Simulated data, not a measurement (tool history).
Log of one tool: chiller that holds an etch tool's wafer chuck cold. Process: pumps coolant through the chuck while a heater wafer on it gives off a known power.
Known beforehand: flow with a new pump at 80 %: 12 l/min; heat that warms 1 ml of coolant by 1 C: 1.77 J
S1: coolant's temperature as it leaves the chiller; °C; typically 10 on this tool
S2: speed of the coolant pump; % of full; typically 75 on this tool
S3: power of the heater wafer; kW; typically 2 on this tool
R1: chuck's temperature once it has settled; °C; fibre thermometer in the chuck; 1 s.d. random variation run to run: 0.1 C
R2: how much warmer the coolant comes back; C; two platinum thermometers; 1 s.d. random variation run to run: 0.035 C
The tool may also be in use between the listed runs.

run   hour  S1  S2     S3    R1    R2
  1      0  10  75      2  24.2  6.07
  2     20  10  85      2  22.9  5.33
  3   50.5  10  85      2  22.8  5.32
  4   73.6  10  75      2  24.2  6.06
  5  101.9  10  69      2  25.2  6.74
  6  123.8  10  69      2    25  6.68
  7  160.3  10  75      2  24.1  6.11
  8  188.5  10  75      2  24.3  6.16
  9  222.2  10  75      2  24.2  6.18
 10  248.3  10  84      2  22.8  5.44
 11  281.9  10  84      2    23  5.47
 12  303.9  16  92  2.873  33.2     7
 13  320.4   9  75  1.073  16.8  3.38
 14  356.3  11  72  1.301  20.5   4.3
 15  386.8  11  72  1.301  20.6   4.3
 16  410.4   3  78      2  16.9  6.04
 17    440  20  93      2  31.8  4.97
 18  456.4  16  76      2  29.9  6.23
       462  -- gauge calibrated
 19  486.4   2  63  1.842  17.1  6.82
 20    507   2  63  1.842  17.3  6.75
 21  526.5  18  75  1.541  28.9  4.66

Consider 5 possible next runs. They are alternatives, not a sequence: every one starts from the tool as it was left by run 21. What does each give?
  A  546.6  18  92  2.896   ?   ?
  B  546.6  10  67  1.423   ?   ?
  C  546.6  18  75   1.41   ?   ?
  D  546.6  10  84      2   ?   ?
  E  546.6  10  72      2   ?   ?

run    R1    R2
  A  35.5  7.09
  B    21  4.92
  C  27.9  4.32
  D  22.9  5.34
  E  24.7   6.4
With the hidden condition removed and each run's random variation left untouched, the same runs would have given:
run    R1    R2
  A  35.5  7.05
  B    21  4.88
  C  27.9  4.28
  D  22.9   5.3
  E  24.7  6.36
